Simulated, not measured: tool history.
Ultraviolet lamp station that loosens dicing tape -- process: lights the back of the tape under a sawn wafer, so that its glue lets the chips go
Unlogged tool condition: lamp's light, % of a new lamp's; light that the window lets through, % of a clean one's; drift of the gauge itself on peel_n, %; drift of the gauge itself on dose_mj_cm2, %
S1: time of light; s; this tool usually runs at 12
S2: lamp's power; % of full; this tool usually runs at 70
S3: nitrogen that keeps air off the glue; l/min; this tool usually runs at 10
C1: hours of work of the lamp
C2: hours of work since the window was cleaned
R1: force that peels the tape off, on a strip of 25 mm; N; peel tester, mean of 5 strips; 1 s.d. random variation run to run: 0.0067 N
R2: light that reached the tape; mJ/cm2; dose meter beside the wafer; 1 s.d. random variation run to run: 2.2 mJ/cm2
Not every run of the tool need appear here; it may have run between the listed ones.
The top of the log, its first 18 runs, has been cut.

| run | hour | S1 | S2 | S3 | C1 | C2 | R1 | R2 |
|---|---|---|---|---|---|---|---|---|
|  | 599.7 | window cleaned of glue's vapour |
| 19 | 621.0 | 12 | 70 | 10 | 439 | 15 | 0.278 | 183 |
| 20 | 658.9 | 20 | 70 | 10 | 465 | 41 | 0.130 | 299 |
| 21 | 696.2 | 12 | 70 | 10 | 491 | 66 | 0.292 | 180 |
| 22 | 735.1 | 23 | 60 | 6 | 518 | 93 | 0.165 | 288 |
| 23 | 781.8 | 11 | 87 | 11 | 550 | 125 | 0.226 | 197 |
| 24 | 801.4 | 8 | 68 | 5 | 563 | 138 | 0.976 | 117 |
| 25 | 833.6 | 16 | 66 | 5 | 585 | 160 | 0.304 | 215 |
| 26 | 855.7 | 16 | 66 | 5 | 600 | 176 | 0.318 | 217 |
| 27 | 892.9 | 16 | 66 | 5 | 626 | 201 | 0.320 | 216 |
| 28 | 918.4 | 14 | 90 | 10 | 643 | 218 | 0.148 | 253 |
| 29 | 943.7 | 7 | 84 | 4 | 661 | 236 | 1.045 | 119 |
| 30 | 973.4 | 7 | 84 | 4 | 681 | 256 | 1.080 | 115 |
| 31 | 1016.6 | 8 | 94 | 6 | 711 | 286 | 0.593 | 149 |
| 32 | 1062.7 | 8 | 94 | 6 | 742 | 317 | 0.598 | 149 |
| 33 | 1093.7 | 8 | 94 | 6 | 764 | 339 | 0.584 | 148 |
| 34 | 1128.8 | 8 | 94 | 6 | 788 | 363 | 0.570 | 144 |
| 35 | 1170.6 | 12 | 79 | 10 | 816 | 391 | 0.287 | 182 |
|  | 1197.3 | window cleaned of glue's vapour |
| 36 | 1207.4 | 18 | 97 | 19 | 841 | 7 | 0.105 | 350 |
| 37 | 1227.8 | 18 | 97 | 19 | 855 | 21 | 0.091 | 350 |
| 38 | 1247.8 | 16 | 86 | 12 | 869 | 35 | 0.126 | 273 |
| 39 | 1273.5 | 16 | 86 | 12 | 886 | 52 | 0.116 | 265 |

What does the tool deliver on the next run?
| 40 | 1305.0 | 12 | 67 | 10 | 908 | 74 | ? | ? |

{"run 40": {"R1": 0.398, "R2": 162}}
If the tool had no hidden condition, the same run with the same run-to-run variation would have returned R1 0.261 N, R2 200 mJ/cm2.
